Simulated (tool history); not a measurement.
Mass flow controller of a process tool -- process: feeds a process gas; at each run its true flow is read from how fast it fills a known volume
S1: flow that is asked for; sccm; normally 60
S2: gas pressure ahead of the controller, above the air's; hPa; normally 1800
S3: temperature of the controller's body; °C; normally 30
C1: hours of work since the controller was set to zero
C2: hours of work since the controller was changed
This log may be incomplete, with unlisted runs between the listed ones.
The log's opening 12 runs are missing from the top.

{"run": 13, "hour": 899.7, "S1": 60, "S2": 1800, "S3": 38, "C1": 749, "C2": 749, "true flow (%)": 100.67}
{"run": 14, "hour": 948.6, "S1": 60, "S2": 1800, "S3": 38, "C1": 784, "C2": 784, "true flow (%)": 100.78}
{"run": 15, "hour": 1000.3, "S1": 60, "S2": 1800, "S3": 38, "C1": 821, "C2": 821, "true flow (%)": 100.94}
{"run": 16, "hour": 1052.4, "S1": 60, "S2": 1800, "S3": 38, "C1": 858, "C2": 858, "true flow (%)": 101.07}
{"run": 17, "hour": 1157.0, "S1": 60, "S2": 1800, "S3": 40, "C1": 933, "C2": 933, "true flow (%)": 101.32}
{"run": 18, "hour": 1205.4, "S1": 60, "S2": 1800, "S3": 40, "C1": 967, "C2": 967, "true flow (%)": 101.39}
{"run": 19, "hour": 1292.7, "S1": 60, "S2": 1800, "S3": 21, "C1": 1030, "C2": 1030, "true flow (%)": 100.74}
{"run": 20, "hour": 1394.2, "S1": 50, "S2": 2190, "S3": 30, "C1": 1102, "C2": 1102, "true flow (%)": 101.2}
{"run": 21, "hour": 1483.5, "S1": 43, "S2": 1580, "S3": 37, "C1": 1166, "C2": 1166, "true flow (%)": 101.09}
{"hour": 1515.9, "done": "gauge calibrated"}
{"run": 22, "hour": 1588.7, "S1": 43, "S2": 1580, "S3": 37, "C1": 1241, "C2": 1241, "true flow (%)": 98.57}
{"run": 23, "hour": 1683.3, "S1": 13, "S2": 2680, "S3": 30, "C1": 1309, "C2": 1309, "true flow (%)": 97.94}
{"run": 24, "hour": 1755.2, "S1": 60, "S2": 2160, "S3": 30, "C1": 1360, "C2": 1360, "true flow (%)": 99.35}
{"run": 25, "hour": 1805.0, "S1": 11, "S2": 2160, "S3": 30, "C1": 1395, "C2": 1395, "true flow (%)": 97.91}
{"run": 26, "hour": 1869.4, "S1": 11, "S2": 2160, "S3": 30, "C1": 1441, "C2": 1441, "true flow (%)": 98.03}
{"run": 27, "hour": 1913.7, "S1": 64, "S2": 2110, "S3": 30, "C1": 1473, "C2": 1473, "true flow (%)": 99.81}
{"run": 28, "hour": 2017.0, "S1": 19, "S2": 2180, "S3": 28, "C1": 1547, "C2": 1547, "true flow (%)": 98.37}
{"run": 29, "hour": 2061.6, "S1": 79, "S2": 1800, "S3": 30, "C1": 1579, "C2": 1579, "true flow (%)": 100.3}
{"run": 30, "hour": 2104.9, "S1": 11, "S2": 1800, "S3": 23, "C1": 1610, "C2": 1610, "true flow (%)": 97.91}
{"run": 31, "hour": 2195.5, "S1": 60, "S2": 1850, "S3": 30, "C1": 1674, "C2": 1674, "true flow (%)": 100.14}
{"run": 32, "hour": 2291.3, "S1": 60, "S2": 1850, "S3": 30, "C1": 1743, "C2": 1743, "true flow (%)": 100.29}
{"run": 33, "hour": 2353.2, "S1": 60, "S2": 1850, "S3": 30, "C1": 1787, "C2": 1787, "true flow (%)": 100.43}
{"run": 34, "hour": 2419.0, "S1": 20, "S2": 2390, "S3": 30, "C1": 1834, "C2": 1834, "true flow (%)": 99.36}
{"run": 35, "hour": 2462.8, "S1": 82, "S2": 1800, "S3": 22, "C1": 1865, "C2": 1865, "true flow (%)": 100.98}
{"run": 36, "hour": 2532.5, "S1": 60, "S2": 1470, "S3": 30, "C1": 1915, "C2": 1915, "true flow (%)": 100.32}

Branching from run 36: 3 alternative next runs. What would each branch give?
{"run": "A", "hour": 2613.3, "S1": 88, "S2": 1470, "S3": 23, "C1": 1973, "C2": 1973, "true flow (%)": "?"}
{"run": "B", "hour": 2613.3, "S1": 15, "S2": 1800, "S3": 30, "C1": 1973, "C2": 1973, "true flow (%)": "?"}
{"run": "C", "hour": 2613.3, "S1": 31, "S2": 2610, "S3": 31, "C1": 1973, "C2": 1973, "true flow (%)": "?"}

run=A true_flow_(%)=101.25
run=B true_flow_(%)=99.23
run=C true_flow_(%)=100.18
Stripped of hidden state, with their random variation kept, the same runs would have yielded:
run=A true_flow_(%)=99.29
run=B true_flow_(%)=97.31
run=C true_flow_(%)=98.24
